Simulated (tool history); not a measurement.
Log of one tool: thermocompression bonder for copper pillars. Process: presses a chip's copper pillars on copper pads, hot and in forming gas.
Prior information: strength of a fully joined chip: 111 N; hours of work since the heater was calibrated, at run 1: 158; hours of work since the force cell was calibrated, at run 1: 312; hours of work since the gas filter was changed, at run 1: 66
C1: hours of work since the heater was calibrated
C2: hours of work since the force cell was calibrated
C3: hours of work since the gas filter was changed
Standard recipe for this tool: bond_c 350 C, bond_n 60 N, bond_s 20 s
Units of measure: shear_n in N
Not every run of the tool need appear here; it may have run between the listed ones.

run 1 hour=0.0 | bond_c=350 bond_n=60 bond_s=20 | C1=158 C2=312 C3=66 | shear_n=65.4
run 2 hour=21.1 | bond_c=350 bond_n=60 bond_s=14 | C1=175 C2=328 C3=82 | shear_n=58.6
run 3 hour=34.2 | bond_c=350 bond_n=60 bond_s=14 | C1=185 C2=339 C3=93 | shear_n=57.7
run 4 hour=57.1 | bond_c=350 bond_n=60 bond_s=14 | C1=203 C2=357 C3=111 | shear_n=58.0
run 5 hour=74.4 | bond_c=350 bond_n=60 bond_s=14 | C1=217 C2=370 C3=124 | shear_n=57.5
run 6 hour=93.6 | bond_c=376 bond_n=60 bond_s=20 | C1=232 C2=385 C3=139 | shear_n=76.3
run 7 hour=103.1 | bond_c=376 bond_n=75 bond_s=20 | C1=239 C2=393 C3=147 | shear_n=83.6
run 8 hour=115.3 | bond_c=350 bond_n=60 bond_s=20 | C1=249 C2=403 C3=157 | shear_n=64.9
run 9 hour=137.9 | bond_c=350 bond_n=60 bond_s=20 | C1=267 C2=420 C3=174 | shear_n=64.6
run 10 hour=155.8 | bond_c=350 bond_n=60 bond_s=20 | C1=281 C2=435 C3=188 | shear_n=66.1
run 11 hour=166.2 | bond_c=350 bond_n=60 bond_s=20 | C1=289 C2=443 C3=197 | shear_n=64.8
run 12 hour=177.9 | bond_c=350 bond_n=60 bond_s=20 | C1=298 C2=452 C3=206 | shear_n=64.9
run 13 hour=187.4 | bond_c=350 bond_n=60 bond_s=20 | C1=306 C2=459 C3=213 | shear_n=65.3
run 14 hour=205.0 | bond_c=350 bond_n=60 bond_s=20 | C1=320 C2=473 C3=227 | shear_n=65.2
run 15 hour=215.3 | bond_c=350 bond_n=60 bond_s=20 | C1=328 C2=481 C3=235 | shear_n=65.2
run 16 hour=231.5 | bond_c=350 bond_n=60 bond_s=17 | C1=341 C2=494 C3=248 | shear_n=61.7
run 17 hour=254.5 | bond_c=350 bond_n=60 bond_s=17 | C1=359 C2=512 C3=266 | shear_n=61.9
run 18 hour=269.5 | bond_c=350 bond_n=60 bond_s=17 | C1=371 C2=524 C3=278 | shear_n=62.4
run 19 hour=280.3 | bond_c=350 bond_n=52 bond_s=17 | C1=379 C2=533 C3=287 | shear_n=55.9
run 20 hour=302.9 | bond_c=350 bond_n=52 bond_s=17 | C1=397 C2=550 C3=304 | shear_n=55.7
run 21 hour=313.4 | bond_c=350 bond_n=52 bond_s=17 | C1=405 C2=559 C3=313 | shear_n=56.4
run 22 hour=329.0 | bond_c=350 bond_n=52 bond_s=17 | C1=417 C2=571 C3=325 | shear_n=55.6
run 23 hour=351.7 | bond_c=339 bond_n=60 bond_s=16 | C1=435 C2=589 C3=343 | shear_n=55.8
run 24 hour=362.2 | bond_c=324 bond_n=74 bond_s=43 | C1=444 C2=597 C3=351 | shear_n=78.1
-- hour=364.0 forming gas filter changed
run 25 hour=385.6 | bond_c=324 bond_n=74 bond_s=43 | C1=462 C2=615 C3=17 | shear_n=77.9
run 26 hour=405.6 | bond_c=350 bond_n=76 bond_s=35 | C1=477 C2=631 C3=33 | shear_n=86.3
run 27 hour=419.9 | bond_c=350 bond_n=60 bond_s=28 | C1=489 C2=642 C3=44 | shear_n=71.8
run 28 hour=435.5 | bond_c=350 bond_n=74 bond_s=28 | C1=501 C2=655 C3=56 | shear_n=80.6
run 29 hour=454.1 | bond_c=350 bond_n=67 bond_s=30 | C1=516 C2=669 C3=71 | shear_n=78.5
run 30 hour=472.2 | bond_c=350 bond_n=67 bond_s=30 | C1=530 C2=684 C3=85 | shear_n=77.0
run 31 hour=495.1 | bond_c=333 bond_n=67 bond_s=15 | C1=548 C2=702 C3=103 | shear_n=56.3
run 32 hour=513.4 | bond_c=333 bond_n=67 bond_s=15 | C1=562 C2=716 C3=118 | shear_n=56.9
run 33 hour=526.6 | bond_c=350 bond_n=47 bond_s=46 | C1=573 C2=726 C3=128 | shear_n=72.0
run 34 hour=545.7 | bond_c=378 bond_n=52 bond_s=20 | C1=588 C2=742 C3=143 | shear_n=69.8
run 35 hour=555.5 | bond_c=350 bond_n=56 bond_s=17 | C1=596 C2=749 C3=151 | shear_n=59.4
run 36 hour=576.4 | bond_c=350 bond_n=60 bond_s=50 | C1=612 C2=766 C3=167 | shear_n=82.9
run 37 hour=594.1 | bond_c=350 bond_n=60 bond_s=50 | C1=626 C2=780 C3=181 | shear_n=83.3
run 38 hour=606.4 | bond_c=350 bond_n=60 bond_s=24 | C1=636 C2=789 C3=191 | shear_n=69.3
run 39 hour=620.1 | bond_c=352 bond_n=60 bond_s=24 | C1=647 C2=800 C3=202 | shear_n=69.4
run 40 hour=634.2 | bond_c=350 bond_n=60 bond_s=31 | C1=658 C2=811 C3=213 | shear_n=73.9
run 41 hour=656.6 | bond_c=374 bond_n=51 bond_s=20 | C1=675 C2=829 C3=231 | shear_n=67.9

Hidden state at the last listed run before each entry between runs and at the first one after, where it differs:
After run 24, before run 25: forming gas filter changed (hour 364.0)
  true temperature of the bond over the reading, C: 0.2 -> 0.3; oxide that the forming gas leaves, % of the face: 0.8 -> 0.52
